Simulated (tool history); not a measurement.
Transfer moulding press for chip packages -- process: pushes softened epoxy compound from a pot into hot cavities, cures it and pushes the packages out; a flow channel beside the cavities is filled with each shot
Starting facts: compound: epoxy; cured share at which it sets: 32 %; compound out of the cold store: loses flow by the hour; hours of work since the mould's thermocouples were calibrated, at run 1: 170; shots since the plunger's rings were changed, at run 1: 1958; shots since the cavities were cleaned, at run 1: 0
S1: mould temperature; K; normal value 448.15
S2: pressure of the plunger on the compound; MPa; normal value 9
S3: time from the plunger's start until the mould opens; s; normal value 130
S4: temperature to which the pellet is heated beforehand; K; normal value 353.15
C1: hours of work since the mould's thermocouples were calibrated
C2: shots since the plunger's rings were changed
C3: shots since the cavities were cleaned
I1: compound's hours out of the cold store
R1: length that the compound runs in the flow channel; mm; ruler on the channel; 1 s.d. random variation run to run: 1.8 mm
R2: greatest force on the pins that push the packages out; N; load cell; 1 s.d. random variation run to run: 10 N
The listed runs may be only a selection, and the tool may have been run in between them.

run	hour	S1	S2	S3	S4	C1	C2	C3	I1	R1	R2
1	0	448.15	9	130	353.15	170	1958	0	31.4	460	497
2	5.5	448.15	9	130	353.15	172	1992	34	31.4	460	499
3	12.5	448.15	9	130	350.15	175	2037	79	47.9	415	551
4	21.9	448.15	9	149	353.15	180	2096	138	13.4	515	544
5	31.6	448.15	9.6	130	353.15	184	2157	199	17.1	519	631
6	43.2	448.15	9.6	130	353.15	190	2231	273	29.5	477	664
7	53.8	448.15	8.74	130	346.15	195	2298	340	22.3	477	714
# hour 55.9: cavities cleaned with cleaning compound and waxed
8	64.6	440.15	8.74	130	346.15	199	2357	55	41.4	442	1152
9	73.4	440.15	8.74	130	346.15	203	2413	111	8.5	545	1311
10	82.5	448.15	9	130	344.15	207	2470	168	23.7	479	796
11	94.1	448.15	9	130	344.15	213	2543	241	29.5	463	789
12	104.7	448.15	7.06	138	353.15	218	2610	308	26.4	414	827

Each row is a separate what-if for the run after 12, all from the same tool condition, not one after another. Results?
A	113.8	448.15	6.94	112	353.15	222	2668	366	45.5	?	?
B	113.8	448.15	7.06	147	353.15	222	2668	366	14.5	?	?
C	113.8	448.15	10.44	138	359.15	222	2668	366	12.7	?	?
D	113.8	443.15	9.74	152	353.15	222	2668	366	24.6	?	?

run	R1	R2
A	365	1005
B	444	801
C	551	806
D	505	849
The same runs, with their run-to-run variation unchanged, on a tool lacking any hidden condition would have given:
run	R1	R2
A	384	559
B	467	451
C	579	450
D	531	475
